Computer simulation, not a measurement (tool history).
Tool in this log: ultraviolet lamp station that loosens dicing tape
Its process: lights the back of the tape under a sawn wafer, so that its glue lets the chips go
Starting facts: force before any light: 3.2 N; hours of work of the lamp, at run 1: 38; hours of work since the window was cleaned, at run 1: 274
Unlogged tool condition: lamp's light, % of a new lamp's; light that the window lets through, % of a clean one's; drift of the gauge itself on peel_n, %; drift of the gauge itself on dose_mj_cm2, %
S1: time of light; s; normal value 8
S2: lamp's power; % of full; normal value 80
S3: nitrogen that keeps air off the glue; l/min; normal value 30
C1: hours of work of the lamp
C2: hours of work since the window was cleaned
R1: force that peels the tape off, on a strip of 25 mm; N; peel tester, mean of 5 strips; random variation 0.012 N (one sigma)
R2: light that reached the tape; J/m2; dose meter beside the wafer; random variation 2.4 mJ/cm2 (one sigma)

run	hour	S1	S2	S3	C1	C2	R1	R2
1	0.0	8	80	30	38	274	0.641	2280
2	16.6	8	80	18	49	285	0.735	2260
3	32.3	8	80	18	59	295	0.761	2270
4	48.1	8	80	30	69	305	0.645	2250
5	65.0	8	80	30	80	316	0.653	2220
6	79.0	8	80	30	89	325	0.643	2270
7	101.7	4	80	30	104	340	1.340	1110
8	118.0	4	80	30	114	351	1.417	1090
9	136.0	4	80	30	126	362	1.334	1080
# hour 138.8: window cleaned of glue's vapour
10	153.6	4	80	30	137	10	1.572	960
11	167.3	4	80	30	146	18	1.465	940
# hour 177.2: window cleaned of glue's vapour, once more
12	183.6	12	80	30	156	4	0.340	3840
13	202.6	6	80	30	169	16	0.791	1900
14	219.8	5	94	20	180	28	0.914	1870
15	237.0	5	94	20	191	39	0.928	1830
16	253.9	7	80	30	202	50	0.644	2170
17	267.4	7	80	30	211	59	0.647	2190
18	285.5	7	80	13	222	70	0.838	2140
19	296.9	6	69	38	230	78	0.937	1600
20	313.8	9	71	16	241	89	0.690	2420
21	333.2	9	71	16	253	101	0.740	2420
22	357.3	6	80	30	269	117	0.849	1790
23	383.8	9	90	30	286	134	0.460	2990

For each entry between runs, how does the tool's hidden state at the last listed run before it compare with that at the first listed run after it?
In the gap between runs 9 and 10: window cleaned of glue's vapour (hour 138.8)
  lamp's light, % of a new lamp's: 97.2 -> 97; light that the window lets through, % of a clean one's: 83.6 -> 73.4
  measured value less the no-hidden-state value, R1: +0.219 -> +0.380 N; R2: -250 -> -380 J/m2
In the gap between runs 11 and 12: window cleaned of glue's vapour, once more (hour 177.2)
  lamp's light, % of a new lamp's: 96.8 -> 96.6; light that the window lets through, % of a clean one's: 73.1 -> 99.6
  measured value less the no-hidden-state value, R1: +0.362 -> +0.012 N; R2: -390 -> -150 J/m2
